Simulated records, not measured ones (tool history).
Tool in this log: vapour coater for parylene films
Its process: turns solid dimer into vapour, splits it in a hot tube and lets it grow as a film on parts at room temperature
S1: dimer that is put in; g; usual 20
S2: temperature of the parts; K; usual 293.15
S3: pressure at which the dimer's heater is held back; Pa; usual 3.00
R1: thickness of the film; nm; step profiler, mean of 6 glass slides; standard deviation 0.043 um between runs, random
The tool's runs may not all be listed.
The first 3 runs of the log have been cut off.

run 4 day=2.217 | S1=20 S2=293.15 S3=3.00 | R1=4160
run 5 day=2.692 | S1=20 S2=293.15 S3=3.00 | R1=4090
run 6 day=3.471 | S1=20 S2=293.15 S3=3.00 | R1=4170
run 7 day=4.088 | S1=20 S2=293.15 S3=3.00 | R1=4040
run 8 day=4.512 | S1=20 S2=293.15 S3=3.00 | R1=4040
run 9 day=4.975 | S1=20 S2=293.15 S3=3.00 | R1=4100
-- day=5.329 trap's valve overhauled
run 10 day=5.517 | S1=20 S2=299.15 S3=3.00 | R1=4240
run 11 day=6.412 | S1=20 S2=299.15 S3=3.00 | R1=4160
run 12 day=6.850 | S1=20 S2=293.15 S3=3.00 | R1=4650
run 13 day=7.562 | S1=20 S2=293.15 S3=3.00 | R1=4670
run 14 day=8.075 | S1=20 S2=293.15 S3=2.06 | R1=5170
run 15 day=8.525 | S1=20 S2=293.15 S3=2.06 | R1=5060
run 16 day=9.083 | S1=10 S2=293.15 S3=3.00 | R1=2340
run 17 day=9.871 | S1=20 S2=293.15 S3=3.00 | R1=4590
run 18 day=10.692 | S1=20 S2=293.15 S3=3.00 | R1=4560
run 19 day=11.483 | S1=20 S2=293.15 S3=11.22 | R1=3360
run 20 day=12.262 | S1=20 S2=293.15 S3=2.43 | R1=4800
run 21 day=12.779 | S1=20 S2=293.15 S3=8.37 | R1=3520
run 22 day=13.383 | S1=20 S2=293.15 S3=3.00 | R1=4580
run 23 day=14.196 | S1=20 S2=293.15 S3=3.00 | R1=4450
run 24 day=14.679 | S1=20 S2=293.15 S3=3.00 | R1=4480
run 25 day=15.579 | S1=20 S2=293.15 S3=3.00 | R1=4420
run 26 day=16.083 | S1=32 S2=293.15 S3=7.35 | R1=5810
run 27 day=16.471 | S1=32 S2=293.15 S3=7.35 | R1=5730

Forecast run 28:
run 28 day=17.029 | S1=18 S2=289.15 S3=4.75 | R1=?

R1: 3860 nm
The same run, on a tool lacking any hidden state, would have yielded R1 4140 nm.

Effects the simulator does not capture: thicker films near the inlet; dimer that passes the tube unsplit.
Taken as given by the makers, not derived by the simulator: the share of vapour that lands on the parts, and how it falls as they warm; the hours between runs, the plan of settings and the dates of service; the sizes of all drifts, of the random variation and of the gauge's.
